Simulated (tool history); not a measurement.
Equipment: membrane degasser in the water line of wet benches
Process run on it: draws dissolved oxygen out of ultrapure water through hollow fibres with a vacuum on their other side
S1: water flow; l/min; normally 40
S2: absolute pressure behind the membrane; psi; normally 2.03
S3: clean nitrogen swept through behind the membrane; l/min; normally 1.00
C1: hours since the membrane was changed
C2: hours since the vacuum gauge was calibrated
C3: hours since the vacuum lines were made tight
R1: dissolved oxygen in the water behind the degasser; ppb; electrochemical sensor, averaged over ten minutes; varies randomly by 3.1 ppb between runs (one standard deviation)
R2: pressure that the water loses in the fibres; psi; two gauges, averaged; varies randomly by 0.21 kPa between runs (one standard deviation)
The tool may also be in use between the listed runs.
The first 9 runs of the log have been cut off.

{"run": 10, "hour": 311.9, "S1": 40, "S2": 2.03, "S3": 1.0, "C1": 2032, "C2": 3780, "C3": 1093, "R1": 834.8, "R2": 7.277}
{"run": 11, "hour": 354.6, "S1": 40, "S2": 2.03, "S3": 1.0, "C1": 2074, "C2": 3823, "C3": 1135, "R1": 835.7, "R2": 7.288}
{"run": 12, "hour": 378.7, "S1": 40, "S2": 2.03, "S3": 1.0, "C1": 2099, "C2": 3847, "C3": 1159, "R1": 833.1, "R2": 7.237}
{"run": 13, "hour": 400.8, "S1": 40, "S2": 2.03, "S3": 1.0, "C1": 2121, "C2": 3869, "C3": 1182, "R1": 840.5, "R2": 7.31}
{"run": 14, "hour": 422.0, "S1": 40, "S2": 2.03, "S3": 1.0, "C1": 2142, "C2": 3890, "C3": 1203, "R1": 837.6, "R2": 7.246}
{"run": 15, "hour": 457.1, "S1": 24, "S2": 2.03, "S3": 1.0, "C1": 2177, "C2": 3925, "C3": 1238, "R1": 564.0, "R2": 4.427}
{"run": 16, "hour": 503.5, "S1": 48, "S2": 1.42, "S3": 0.96, "C1": 2223, "C2": 3972, "C3": 1284, "R1": 645.4, "R2": 8.754}
{"run": 17, "hour": 532.0, "S1": 48, "S2": 1.42, "S3": 0.96, "C1": 2252, "C2": 4000, "C3": 1313, "R1": 641.7, "R2": 8.805}
{"run": 18, "hour": 553.3, "S1": 40, "S2": 3.15, "S3": 1.94, "C1": 2273, "C2": 4021, "C3": 1334, "R1": 801.7, "R2": 7.313}
{"run": 19, "hour": 573.0, "S1": 40, "S2": 1.99, "S3": 0.91, "C1": 2293, "C2": 4041, "C3": 1354, "R1": 876.9, "R2": 7.265}
{"run": 20, "hour": 595.5, "S1": 41, "S2": 2.81, "S3": 0.43, "C1": 2315, "C2": 4063, "C3": 1376, "R1": 2044.4, "R2": 7.453}
{"run": 21, "hour": 615.0, "S1": 41, "S2": 2.81, "S3": 0.43, "C1": 2335, "C2": 4083, "C3": 1396, "R1": 2056.2, "R2": 7.484}
{"run": 22, "hour": 636.9, "S1": 39, "S2": 2.02, "S3": 0.51, "C1": 2357, "C2": 4105, "C3": 1418, "R1": 1290.7, "R2": 7.069}
{"run": 23, "hour": 662.0, "S1": 28, "S2": 2.23, "S3": 0.45, "C1": 2382, "C2": 4130, "C3": 1443, "R1": 1263.8, "R2": 5.14}
{"run": 24, "hour": 699.2, "S1": 28, "S2": 2.23, "S3": 0.45, "C1": 2419, "C2": 4167, "C3": 1480, "R1": 1265.0, "R2": 5.118}
{"run": 25, "hour": 721.3, "S1": 35, "S2": 1.58, "S3": 2.62, "C1": 2441, "C2": 4189, "C3": 1502, "R1": 251.1, "R2": 6.341}
{"run": 26, "hour": 766.2, "S1": 26, "S2": 1.58, "S3": 2.62, "C1": 2486, "C2": 4234, "C3": 1547, "R1": 193.7, "R2": 4.727}
{"run": 27, "hour": 791.5, "S1": 26, "S2": 1.58, "S3": 2.62, "C1": 2511, "C2": 4259, "C3": 1572, "R1": 192.0, "R2": 4.735}
{"run": 28, "hour": 824.2, "S1": 31, "S2": 3.74, "S3": 0.92, "C1": 2544, "C2": 4292, "C3": 1605, "R1": 1393.3, "R2": 5.675}
{"run": 29, "hour": 853.3, "S1": 31, "S2": 3.74, "S3": 0.92, "C1": 2573, "C2": 4321, "C3": 1634, "R1": 1386.4, "R2": 5.68}
{"run": 30, "hour": 875.1, "S1": 40, "S2": 4.28, "S3": 1.0, "C1": 2595, "C2": 4343, "C3": 1656, "R1": 1770.9, "R2": 7.298}

Alternative continuations, all from the tool just after run 30; predict every row:
{"run": "A", "hour": 918.4, "S1": 30, "S2": 1.64, "S3": 1.31, "C1": 2638, "C2": 4386, "C3": 1699, "R1": "?", "R2": "?"}
{"run": "B", "hour": 918.4, "S1": 44, "S2": 2.96, "S3": 0.55, "C1": 2638, "C2": 4386, "C3": 1699, "R1": "?", "R2": "?"}
{"run": "C", "hour": 918.4, "S1": 37, "S2": 4.02, "S3": 0.46, "C1": 2638, "C2": 4386, "C3": 1699, "R1": "?", "R2": "?"}
{"run": "D", "hour": 918.4, "S1": 40, "S2": 4.28, "S3": 0.52, "C1": 2638, "C2": 4386, "C3": 1699, "R1": "?", "R2": "?"}

run=A R1=420.4 R2=5.490
run=B R1=1957.5 R2=7.999
run=C R1=2575.4 R2=6.783
run=D R1=2635.4 R2=7.311
Had the tool no hidden state, the same runs would have come out as:
run=A R1=391.1 R2=5.303
run=B R1=1909.9 R2=7.726
run=C R1=2536.7 R2=6.553
run=D R1=2597.5 R2=7.062

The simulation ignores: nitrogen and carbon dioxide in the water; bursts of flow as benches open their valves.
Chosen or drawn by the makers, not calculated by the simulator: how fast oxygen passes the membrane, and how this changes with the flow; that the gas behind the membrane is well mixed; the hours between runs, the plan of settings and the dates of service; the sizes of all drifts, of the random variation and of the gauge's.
